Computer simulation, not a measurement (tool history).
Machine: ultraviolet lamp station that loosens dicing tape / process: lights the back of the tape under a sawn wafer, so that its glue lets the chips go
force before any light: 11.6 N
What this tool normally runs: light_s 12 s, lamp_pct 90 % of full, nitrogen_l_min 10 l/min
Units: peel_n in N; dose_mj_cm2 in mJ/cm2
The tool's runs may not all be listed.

{"run": 1, "hour": 0.0, "light_s": 12, "lamp_pct": 90, "nitrogen_l_min": 10, "peel_n": 0.438, "dose_mj_cm2": 535}
{"run": 2, "hour": 92.8, "light_s": 12, "lamp_pct": 90, "nitrogen_l_min": 10, "peel_n": 0.45, "dose_mj_cm2": 527}
{"hour": 160.4, "done": "window cleaned of glue's vapour"}
{"run": 3, "hour": 166.2, "light_s": 12, "lamp_pct": 90, "nitrogen_l_min": 5, "peel_n": 0.591, "dose_mj_cm2": 543}
{"run": 4, "hour": 262.7, "light_s": 12, "lamp_pct": 90, "nitrogen_l_min": 5, "peel_n": 0.644, "dose_mj_cm2": 530}
{"run": 5, "hour": 361.7, "light_s": 12, "lamp_pct": 90, "nitrogen_l_min": 11, "peel_n": 0.441, "dose_mj_cm2": 516}
{"run": 6, "hour": 444.0, "light_s": 12, "lamp_pct": 90, "nitrogen_l_min": 11, "peel_n": 0.441, "dose_mj_cm2": 505}
{"run": 7, "hour": 504.1, "light_s": 12, "lamp_pct": 90, "nitrogen_l_min": 10, "peel_n": 0.505, "dose_mj_cm2": 502}
{"run": 8, "hour": 602.9, "light_s": 12, "lamp_pct": 90, "nitrogen_l_min": 10, "peel_n": 0.517, "dose_mj_cm2": 488}
{"run": 9, "hour": 671.2, "light_s": 12, "lamp_pct": 90, "nitrogen_l_min": 10, "peel_n": 0.543, "dose_mj_cm2": 475}
{"run": 10, "hour": 755.9, "light_s": 12, "lamp_pct": 90, "nitrogen_l_min": 10, "peel_n": 0.58, "dose_mj_cm2": 470}
{"run": 11, "hour": 806.6, "light_s": 12, "lamp_pct": 90, "nitrogen_l_min": 10, "peel_n": 0.615, "dose_mj_cm2": 463}
{"run": 12, "hour": 849.8, "light_s": 12, "lamp_pct": 90, "nitrogen_l_min": 16, "peel_n": 0.48, "dose_mj_cm2": 459}
{"run": 13, "hour": 941.6, "light_s": 12, "lamp_pct": 90, "nitrogen_l_min": 4, "peel_n": 1.088, "dose_mj_cm2": 443}
{"run": 14, "hour": 1033.1, "light_s": 12, "lamp_pct": 90, "nitrogen_l_min": 4, "peel_n": 1.19, "dose_mj_cm2": 428}
{"run": 15, "hour": 1131.7, "light_s": 12, "lamp_pct": 90, "nitrogen_l_min": 10, "peel_n": 0.724, "dose_mj_cm2": 418}
{"run": 16, "hour": 1173.2, "light_s": 12, "lamp_pct": 90, "nitrogen_l_min": 10, "peel_n": 0.746, "dose_mj_cm2": 420}
{"run": 17, "hour": 1266.5, "light_s": 12, "lamp_pct": 84, "nitrogen_l_min": 10, "peel_n": 0.947, "dose_mj_cm2": 374}
{"hour": 1317.0, "done": "window cleaned of glue's vapour"}
{"run": 18, "hour": 1322.1, "light_s": 12, "lamp_pct": 90, "nitrogen_l_min": 10, "peel_n": 0.725, "dose_mj_cm2": 425}
{"run": 19, "hour": 1411.7, "light_s": 7, "lamp_pct": 90, "nitrogen_l_min": 10, "peel_n": 2.119, "dose_mj_cm2": 238}
{"run": 20, "hour": 1475.1, "light_s": 12, "lamp_pct": 66, "nitrogen_l_min": 10, "peel_n": 1.485, "dose_mj_cm2": 294}
{"run": 21, "hour": 1552.6, "light_s": 12, "lamp_pct": 66, "nitrogen_l_min": 10, "peel_n": 1.588, "dose_mj_cm2": 290}
{"hour": 1611.0, "done": "lamp changed"}
{"run": 22, "hour": 1619.8, "light_s": 12, "lamp_pct": 66, "nitrogen_l_min": 10, "peel_n": 0.655, "dose_mj_cm2": 435}
{"run": 23, "hour": 1699.1, "light_s": 12, "lamp_pct": 66, "nitrogen_l_min": 10, "peel_n": 0.697, "dose_mj_cm2": 426}
{"run": 24, "hour": 1754.7, "light_s": 20, "lamp_pct": 73, "nitrogen_l_min": 14, "peel_n": 0.244, "dose_mj_cm2": 779}
{"run": 25, "hour": 1857.7, "light_s": 12, "lamp_pct": 64, "nitrogen_l_min": 10, "peel_n": 0.803, "dose_mj_cm2": 399}
{"run": 26, "hour": 1945.9, "light_s": 12, "lamp_pct": 64, "nitrogen_l_min": 10, "peel_n": 0.838, "dose_mj_cm2": 387}
{"run": 27, "hour": 2015.7, "light_s": 12, "lamp_pct": 64, "nitrogen_l_min": 10, "peel_n": 0.863, "dose_mj_cm2": 383}
{"run": 28, "hour": 2117.0, "light_s": 12, "lamp_pct": 64, "nitrogen_l_min": 10, "peel_n": 0.946, "dose_mj_cm2": 372}
{"run": 29, "hour": 2206.0, "light_s": 12, "lamp_pct": 64, "nitrogen_l_min": 10, "peel_n": 0.988, "dose_mj_cm2": 368}
{"run": 30, "hour": 2284.1, "light_s": 12, "lamp_pct": 64, "nitrogen_l_min": 10, "peel_n": 1.039, "dose_mj_cm2": 358}
{"run": 31, "hour": 2343.0, "light_s": 12, "lamp_pct": 80, "nitrogen_l_min": 10, "peel_n": 0.662, "dose_mj_cm2": 439}
{"run": 32, "hour": 2417.6, "light_s": 15, "lamp_pct": 90, "nitrogen_l_min": 10, "peel_n": 0.348, "dose_mj_cm2": 600}
{"run": 33, "hour": 2459.9, "light_s": 7, "lamp_pct": 90, "nitrogen_l_min": 17, "peel_n": 1.379, "dose_mj_cm2": 275}
{"hour": 2473.7, "done": "window cleaned of glue's vapour"}
{"run": 34, "hour": 2549.9, "light_s": 14, "lamp_pct": 61, "nitrogen_l_min": 10, "peel_n": 0.842, "dose_mj_cm2": 399}
{"run": 35, "hour": 2636.4, "light_s": 12, "lamp_pct": 76, "nitrogen_l_min": 3, "peel_n": 1.495, "dose_mj_cm2": 410}
{"run": 36, "hour": 2725.0, "light_s": 12, "lamp_pct": 76, "nitrogen_l_min": 3, "peel_n": 1.624, "dose_mj_cm2": 401}
{"run": 37, "hour": 2805.7, "light_s": 12, "lamp_pct": 71, "nitrogen_l_min": 3, "peel_n": 1.885, "dose_mj_cm2": 364}
{"run": 38, "hour": 2906.0, "light_s": 8, "lamp_pct": 71, "nitrogen_l_min": 7, "peel_n": 2.433, "dose_mj_cm2": 237}
{"run": 39, "hour": 2995.8, "light_s": 8, "lamp_pct": 71, "nitrogen_l_min": 7, "peel_n": 2.676, "dose_mj_cm2": 231}
{"run": 40, "hour": 3064.7, "light_s": 7, "lamp_pct": 67, "nitrogen_l_min": 7, "peel_n": 3.518, "dose_mj_cm2": 186}
{"run": 41, "hour": 3121.9, "light_s": 9, "lamp_pct": 96, "nitrogen_l_min": 6, "peel_n": 1.557, "dose_mj_cm2": 341}
{"run": 42, "hour": 3204.6, "light_s": 17, "lamp_pct": 76, "nitrogen_l_min": 10, "peel_n": 0.493, "dose_mj_cm2": 487}
{"run": 43, "hour": 3294.4, "light_s": 22, "lamp_pct": 82, "nitrogen_l_min": 10, "peel_n": 0.304, "dose_mj_cm2": 659}

Branching from run 43: 3 alternative next runs. What would each branch give?
{"run": "A", "hour": 3339.2, "light_s": 16, "lamp_pct": 66, "nitrogen_l_min": 10, "peel_n": "?", "dose_mj_cm2": "?"}
{"run": "B", "hour": 3339.2, "light_s": 22, "lamp_pct": 97, "nitrogen_l_min": 6, "peel_n": "?", "dose_mj_cm2": "?"}
{"run": "C", "hour": 3339.2, "light_s": 14, "lamp_pct": 63, "nitrogen_l_min": 10, "peel_n": "?", "dose_mj_cm2": "?"}

run=A peel_n=0.893 dose_mj_cm2=382
run=B peel_n=0.285 dose_mj_cm2=773
run=C peel_n=1.272 dose_mj_cm2=319
Stripped of hidden state, with their random variation kept, the same runs would have yielded:
run=A peel_n=0.351 dose_mj_cm2=604
run=B peel_n=0.216 dose_mj_cm2=1220
run=C peel_n=0.482 dose_mj_cm2=502
